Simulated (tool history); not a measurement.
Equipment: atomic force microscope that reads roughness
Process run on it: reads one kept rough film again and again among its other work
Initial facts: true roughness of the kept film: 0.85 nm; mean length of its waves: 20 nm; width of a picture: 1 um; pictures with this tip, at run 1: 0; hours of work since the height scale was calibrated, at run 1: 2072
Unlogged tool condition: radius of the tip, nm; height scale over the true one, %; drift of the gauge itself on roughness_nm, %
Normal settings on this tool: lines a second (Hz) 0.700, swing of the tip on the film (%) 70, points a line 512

run   hour  lines a second (Hz)  swing of the tip on the film (%)  points a line  pictures with this tip  hours of work since the height scale was calibrated  roughness of the kept film (nm (root mean square))
  1    0.0                0.700                                70            512                       0                                                 2072                                               0.782
      51.5  -- new tip fitted
  2   58.6                2.854                                70            512                      16                                                 2113                                               0.700
  3   94.9                2.854                                70            512                     101                                                 2139                                               0.636
     101.5  -- new tip fitted
  4  144.2                2.854                                70            512                     100                                                 2173                                               0.640
     151.7  -- new tip fitted
     202.1  -- new tip fitted
  5  204.8                2.854                                70            512                       6                                                 2215                                               0.718
     247.1  -- new tip fitted
  6  247.7                2.854                                70            512                       1                                                 2245                                               0.714
     293.2  -- new tip fitted
  7  319.3                2.854                                70            512                      61                                                 2295                                               0.664
     337.7  -- new tip fitted
  8  381.4                0.729                                73            678                     102                                                 2338                                               0.690
     386.6  -- new tip fitted
     434.3  -- new tip fitted
  9  441.7                1.526                                70            689                      17                                                 2379                                               0.739
     482.9  -- new tip fitted
 10  524.6                2.312                                82            515                      98                                                 2437                                               0.602
     533.0  -- new tip fitted
     579.5  -- new tip fitted
 11  579.5                3.429                                70            512                       0                                                 2475                                               0.708
     586.1  -- height scale calibrated on a step standard
     628.4  -- new tip fitted
 12  667.4                1.906                                76            512                      91                                                   57                                               0.628
     677.4  -- new tip fitted
 13  704.8                2.447                                72            761                      64                                                   83                                               0.656
     726.3  -- new tip fitted
 14  765.2                0.664                                66            556                      91                                                  125                                               0.686

Consider 4 possible next runs. They are alternatives, not a sequence: every one starts from the tool as it was left by run 14. What does each give?
     772.8  -- new tip fitted
     823.3  -- new tip fitted
  A  835.0                0.664                                65            360                      27                                                  173                                                   ?
     772.8  -- new tip fitted
     823.3  -- new tip fitted
  B  835.0                0.664                                66            972                      27                                                  173                                                   ?
     772.8  -- new tip fitted
     823.3  -- new tip fitted
  C  835.0                0.664                                82            272                      27                                                  173                                                   ?
     772.8  -- new tip fitted
     823.3  -- new tip fitted
  D  835.0                1.306                                66            556                      27                                                  173                                                   ?

run  roughness of the kept film (nm (root mean square))
  A                                               0.739
  B                                               0.753
  C                                               0.702
  D                                               0.730
What these runs would have given with no unlogged condition in the tool:
run  roughness of the kept film (nm (root mean square))
  A                                               0.767
  B                                               0.782
  C                                               0.729
  D                                               0.758
